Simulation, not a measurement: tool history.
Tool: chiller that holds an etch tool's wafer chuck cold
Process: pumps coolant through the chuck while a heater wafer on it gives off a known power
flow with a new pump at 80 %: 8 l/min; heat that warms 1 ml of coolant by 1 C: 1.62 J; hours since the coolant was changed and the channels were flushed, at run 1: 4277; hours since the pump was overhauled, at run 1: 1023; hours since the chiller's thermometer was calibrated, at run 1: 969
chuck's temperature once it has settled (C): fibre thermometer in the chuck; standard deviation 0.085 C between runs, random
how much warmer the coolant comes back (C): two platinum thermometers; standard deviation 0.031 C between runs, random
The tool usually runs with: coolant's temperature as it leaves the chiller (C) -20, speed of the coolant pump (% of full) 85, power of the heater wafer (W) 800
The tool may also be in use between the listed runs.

run     day  coolant's temperature as it leaves the chiller (C)  speed of the coolant pump (% of full)  power of the heater wafer (W)  hours since the coolant was changed and the channels were flushed  hours since the pump was overhauled  hours since the chiller's thermometer was calibrated  chuck's temperature once it has settled (C)  how much warmer the coolant comes back (C)
  1       0                                                 -20                                     85                            800                                                               4277                                 1023                                                   969                                       -14.26                                        3.43
  2   2.162                                                 -20                                     85                            800                                                               4329                                 1075                                                  1021                                       -14.35                                        3.39
  3    3.95                                                 -20                                     85                            800                                                               4372                                 1118                                                  1064                                       -14.39                                        3.43
  4   5.508                                                 -20                                     85                            800                                                               4409                                 1155                                                  1101                                       -14.29                                        3.52
  5   7.029                                                 -20                                     62                            800                                                               4446                                 1192                                                  1138                                       -12.57                                        4.88
  6   8.429                                                 -20                                     85                            619                                                               4479                                 1225                                                  1172                                        -15.9                                         2.7
  7  10.412                                                 -20                                     85                            619                                                               4527                                 1273                                                  1219                                       -15.68                                        2.68
  8  12.575                                                 -20                                     85                            619                                                               4579                                 1325                                                  1271                                       -15.76                                        2.69
  9  13.621                                                 -20                                     96                            619                                                               4604                                 1350                                                  1296                                       -16.17                                        2.31
 10   14.95                                                 -28                                     85                            800                                                               4636                                 1382                                                  1328                                       -22.48                                        3.41
 11  16.271                                                 -17                                     87                            575                                                               4667                                 1413                                                  1360                                        -13.2                                        2.43
 12  18.433                                                 -26                                     90                           1129                                                               4719                                 1465                                                  1412                                       -18.46                                        4.59
 13  19.921                                                 -21                                     89                            733                                                               4755                                 1501                                                  1447                                       -16.25                                        2.98
 14  21.521                                                 -21                                     92                            733                                                               4793                                 1539                                                  1486                                       -16.22                                        2.92
 15  22.617                                                 -20                                     92                            489                                                               4820                                 1566                                                  1512                                       -17.02                                        1.96
 16  24.717                                                 -20                                     62                            489                                                               4870                                 1616                                                  1562                                       -15.51                                           3
 17  26.304                                                 -20                                     62                           1102                                                               4908                                 1654                                                  1601                                        -9.98                                        6.72
 18  28.038                                                 -20                                     62                           1102                                                               4950                                 1696                                                  1642                                        -9.84                                        6.81
 19  29.871                                                 -20                                     62                           1102                                                               4994                                 1740                                                  1686                                        -9.99                                        6.73

Forecast each of these 5 alternatives for the next run:
  A  31.333                                                 -13                                     85                           1090                                                               5029                                 1775                                                  1721                                            ?                                           ?
  B  31.333                                                 -24                                     85                            427                                                               5029                                 1775                                                  1721                                            ?                                           ?
  C  31.333                                                 -13                                     68                            586                                                               5029                                 1775                                                  1721                                            ?                                           ?
  D  31.333                                                 -19                                     60                           1102                                                               5029                                 1775                                                  1721                                            ?                                           ?
  E  31.333                                                 -20                                     74                           1102                                                               5029                                 1775                                                  1721                                            ?                                           ?

run  chuck's temperature once it has settled (C)  how much warmer the coolant comes back (C)
  A                                        -5.49                                        4.73
  B                                        -21.3                                        1.89
  C                                        -8.22                                        3.23
  D                                        -8.56                                        6.99
  E                                       -11.45                                        5.51
With the hidden condition removed and each run's random variation left untouched, the same runs would have given:
run  chuck's temperature once it has settled (C)  how much warmer the coolant comes back (C)
  A                                         -5.2                                        4.73
  B                                       -20.98                                        1.89
  C                                        -7.92                                        3.22
  D                                        -8.28                                        6.98
  E                                       -11.17                                         5.5
